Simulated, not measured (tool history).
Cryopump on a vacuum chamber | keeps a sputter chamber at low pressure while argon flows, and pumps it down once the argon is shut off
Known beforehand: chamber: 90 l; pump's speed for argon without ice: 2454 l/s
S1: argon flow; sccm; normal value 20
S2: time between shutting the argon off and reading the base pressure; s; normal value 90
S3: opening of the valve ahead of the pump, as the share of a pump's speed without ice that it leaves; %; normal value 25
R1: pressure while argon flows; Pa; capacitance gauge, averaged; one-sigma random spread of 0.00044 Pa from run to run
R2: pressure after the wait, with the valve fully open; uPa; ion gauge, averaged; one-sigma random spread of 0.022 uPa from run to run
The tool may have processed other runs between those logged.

run,hour,S1,S2,S3,R1,R2
1,0.0,20,90,25,0.0589,1.28
2,30.0,20,90,25,0.0589,1.37
3,71.7,20,90,25,0.0602,1.36
# hour 97.0: pump warmed up, emptied and cooled again
4,101.9,20,90,25,0.0554,1.15
5,121.5,20,90,25,0.0559,1.17
6,149.8,20,90,25,0.0560,1.22
7,191.6,20,90,25,0.0560,1.31
8,225.9,20,90,25,0.0565,1.32
9,254.5,20,90,25,0.0568,1.40
10,281.9,20,90,25,0.0572,1.42
11,311.0,20,90,25,0.0569,1.44
12,348.9,11,90,25,0.0313,1.53
13,388.6,11,90,25,0.0325,1.57
14,422.0,16,77,34,0.0349,1.68
15,458.1,20,90,16,0.0902,1.69
# hour 490.3: pump warmed up, emptied and cooled again
16,490.3,13,258,16,0.0556,1.15
17,531.0,13,258,16,0.0566,1.23
18,565.1,15,258,16,0.0654,1.26
19,593.8,20,177,25,0.0566,1.41
20,622.3,12,29,25,0.0339,2.58
21,651.8,20,23,51,0.0289,3.11

Branching from run 21: 3 alternative next runs. What would each branch give?
A,691.1,10,64,19,?,?
B,691.1,18,23,51,?,?
C,691.1,20,255,51,?,?

run,R1,R2
A,0.0372,1.98
B,0.0263,3.15
C,0.0297,1.53
Without the tool's unlogged condition, the same runs would have read:
run,R1,R2
A,0.0361,0.81
B,0.0242,1.99
C,0.0275,0.31
